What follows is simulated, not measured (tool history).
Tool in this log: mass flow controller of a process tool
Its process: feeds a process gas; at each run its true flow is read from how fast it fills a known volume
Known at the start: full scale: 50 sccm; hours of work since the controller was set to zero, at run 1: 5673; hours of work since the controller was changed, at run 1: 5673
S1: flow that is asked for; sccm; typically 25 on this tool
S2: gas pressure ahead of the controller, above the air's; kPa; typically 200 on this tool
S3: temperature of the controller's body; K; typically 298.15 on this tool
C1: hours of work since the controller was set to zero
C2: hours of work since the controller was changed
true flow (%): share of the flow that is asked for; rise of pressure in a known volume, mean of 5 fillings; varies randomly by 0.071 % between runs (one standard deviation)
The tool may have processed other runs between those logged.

run 1 day=0.000 | S1=25 S2=200 S3=298.15 | C1=5673 C2=5673 | true_flow_(%)=96.17
run 2 day=4.904 | S1=25 S2=200 S3=298.15 | C1=5742 C2=5742 | true_flow_(%)=96.06
run 3 day=9.271 | S1=25 S2=200 S3=298.15 | C1=5803 C2=5803 | true_flow_(%)=96.06
run 4 day=13.688 | S1=25 S2=200 S3=298.15 | C1=5865 C2=5865 | true_flow_(%)=96.03
run 5 day=16.904 | S1=25 S2=200 S3=298.15 | C1=5911 C2=5911 | true_flow_(%)=96.01
run 6 day=19.700 | S1=25 S2=200 S3=298.15 | C1=5950 C2=5950 | true_flow_(%)=95.99
run 7 day=23.354 | S1=25 S2=200 S3=298.15 | C1=6001 C2=6001 | true_flow_(%)=95.84
run 8 day=26.500 | S1=25 S2=200 S3=298.15 | C1=6046 C2=6046 | true_flow_(%)=95.97
run 9 day=30.142 | S1=25 S2=200 S3=298.15 | C1=6097 C2=6097 | true_flow_(%)=95.91
run 10 day=34.042 | S1=25 S2=200 S3=309.15 | C1=6152 C2=6152 | true_flow_(%)=96.97
-- day=36.679 controller exchanged for a calibrated one
run 11 day=38.133 | S1=25 S2=200 S3=309.15 | C1=20 C2=20 | true_flow_(%)=100.85
run 12 day=40.483 | S1=25 S2=200 S3=298.15 | C1=54 C2=54 | true_flow_(%)=99.82
run 13 day=42.575 | S1=25 S2=200 S3=298.15 | C1=83 C2=83 | true_flow_(%)=99.86
run 14 day=46.071 | S1=25 S2=200 S3=298.15 | C1=132 C2=132 | true_flow_(%)=99.64
run 15 day=50.488 | S1=25 S2=200 S3=298.15 | C1=194 C2=194 | true_flow_(%)=99.70
run 16 day=55.267 | S1=25 S2=200 S3=298.15 | C1=262 C2=262 | true_flow_(%)=99.72
run 17 day=57.817 | S1=10 S2=245 S3=299.15 | C1=298 C2=298 | true_flow_(%)=99.37
run 18 day=62.467 | S1=8 S2=245 S3=299.15 | C1=363 C2=363 | true_flow_(%)=99.42
run 19 day=66.717 | S1=8 S2=194 S3=298.15 | C1=423 C2=423 | true_flow_(%)=99.70
run 20 day=69.900 | S1=5 S2=200 S3=298.15 | C1=468 C2=468 | true_flow_(%)=99.67
run 21 day=74.104 | S1=25 S2=172 S3=312.15 | C1=527 C2=527 | true_flow_(%)=100.94
run 22 day=76.417 | S1=12 S2=244 S3=301.15 | C1=559 C2=559 | true_flow_(%)=99.46
run 23 day=79.592 | S1=12 S2=244 S3=301.15 | C1=604 C2=604 | true_flow_(%)=99.27
run 24 day=82.362 | S1=7 S2=153 S3=301.15 | C1=643 C2=643 | true_flow_(%)=100.05
run 25 day=85.833 | S1=7 S2=153 S3=301.15 | C1=692 C2=692 | true_flow_(%)=100.18
run 26 day=88.658 | S1=32 S2=200 S3=306.15 | C1=732 C2=732 | true_flow_(%)=100.09
run 27 day=92.204 | S1=8 S2=200 S3=298.15 | C1=781 C2=781 | true_flow_(%)=99.52
run 28 day=95.442 | S1=18 S2=252 S3=295.15 | C1=827 C2=827 | true_flow_(%)=98.57
run 29 day=98.612 | S1=18 S2=252 S3=295.15 | C1=872 C2=872 | true_flow_(%)=98.67
run 30 day=101.167 | S1=18 S2=252 S3=295.15 | C1=908 C2=908 | true_flow_(%)=98.56
run 31 day=104.358 | S1=18 S2=144 S3=303.15 | C1=952 C2=952 | true_flow_(%)=100.07
run 32 day=108.850 | S1=18 S2=144 S3=303.15 | C1=1016 C2=1016 | true_flow_(%)=100.13

Selected run-to-run steps in true flow (%), each split into two signed amounts: the part the tool would show with no hidden state at all (from settings, incoming material and random variation), and the remainder, which goes to the hidden state together with any gauge scatter not common to the measured and the hidden-state-free results:
What the log doesn't record here: flow at rest that the sensor doesn't see, % of full scale; true flow over the shown one, %; drift of the gauge itself on true_pct, %.
Run 10 -> 11: controller exchanged for a calibrated one. true flow (%) +3.88: hidden state +3.96, all else -0.08.
Run 20 -> 21: S1 5 -> 25, S2 200 -> 172, S3 298.15 -> 312.15. true flow (%) +1.27: hidden state -0.40, all else +1.67.
Run 21 -> 22: S1 25 -> 12, S2 172 -> 244, S3 312.15 -> 301.15. true flow (%) -1.48: hidden state +0.09, all else -1.57.
Run 25 -> 26: S1 7 -> 32, S2 153 -> 200, S3 301.15 -> 306.15. true flow (%) -0.09: hidden state -0.34, all else +0.25.
Run 30 -> 31: S2 252 -> 144, S3 295.15 -> 303.15. true flow (%) +1.51: hidden state -0.03, all else +1.54.
